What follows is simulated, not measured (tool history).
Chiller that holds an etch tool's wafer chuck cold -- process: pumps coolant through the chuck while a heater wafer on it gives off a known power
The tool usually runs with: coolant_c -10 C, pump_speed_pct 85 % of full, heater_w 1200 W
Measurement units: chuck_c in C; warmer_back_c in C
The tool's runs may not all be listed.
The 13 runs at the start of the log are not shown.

run    hour  coolant_c  pump_speed_pct  heater_w  hours since the coolant was changed and the channels were flushed  hours since the pump was overhauled  hours since the chiller's thermometer was calibrated  chuck_c  warmer_back_c
 14  2373.8         -4              85      1200                                                               1705                                 7585                                                  4062      5.9           2.92
 15  2552.2        -10              85      1200                                                               1884                                 7763                                                  4241     -0.1           2.97
 16  2727.4        -10              85      1200                                                               2059                                 7938                                                  4416      0.1           3.02
 17  2888.7        -10              99       954                                                               2220                                 8099                                                  4577     -2.5           1.99
     2917.5  -- chiller's thermometer calibrated
 18  2991.1        -18              67      1200                                                               2321                                 8201                                                    74     -5.8           3.79
 19  3212.1        -18              67      1200                                                               2542                                 8422                                                   295     -5.8           3.83
 20  3436.3        -18              67      1200                                                               2767                                 8646                                                   519     -5.4           3.85
     3503.8  -- chiller's thermometer calibrated, once more
 21    3538        -16              61      1722                                                               2867                                 8747                                                    34      1.2           6.04
 22  3766.7        -12              97       771                                                               3096                                 8975                                                   263     -6.5           1.68
 23  3877.3        -12              97       771                                                               3207                                 9086                                                   373     -6.2           1.73
 24  4066.9         -4              85      1200                                                               3396                                 9276                                                   563      6.3           3.07
 25  4240.1         -6              85      1200                                                               3569                                 9449                                                   736      4.2           3.11
 26  4424.8         -6              67       769                                                               3754                                 9634                                                   921      1.7            2.5
 27  4559.3        -15              89      1665                                                               3889                                 9768                                                  1055     -1.2           4.13
 28  4731.6        -15              82      1497                                                               4061                                 9940                                                  1228     -1.9           4.05
 29  4853.1         -5              86       864                                                               4182                                10062                                                  1349      2.5           2.26
 30  5051.6        -10              76      1336                                                               4381                                10260                                                  1548      2.8           3.89
 31  5246.2        -10              76      1269                                                               4576                                10455                                                  1742      2.1           3.69
 32  5363.5        -14              63      1250                                                               4693                                10572                                                  1860     -0.3           4.42

Each row is a separate what-if for the run after 32, all from the same tool condition, not one after another. Results?
     5492.9  -- coolant pump overhauled
  A  5541.8         -5              68       845                                                               4866                                   49                                                  2033        ?              ?
     5492.9  -- coolant pump overhauled
  B  5541.8        -14              71      1250                                                               4866                                   49                                                  2033        ?              ?
     5492.9  -- coolant pump overhauled
  C  5541.8        -11              63      1146                                                               4866                                   49                                                  2033        ?              ?

run  chuck_c  warmer_back_c
  A      2.8           2.22
  B     -2.9           3.22
  C     -0.2            3.3
The same runs, with their run-to-run variation unchanged, on a tool lacking any hidden condition would have given:
run  chuck_c  warmer_back_c
  A      1.5           2.23
  B     -4.6           3.23
  C     -1.9           3.31

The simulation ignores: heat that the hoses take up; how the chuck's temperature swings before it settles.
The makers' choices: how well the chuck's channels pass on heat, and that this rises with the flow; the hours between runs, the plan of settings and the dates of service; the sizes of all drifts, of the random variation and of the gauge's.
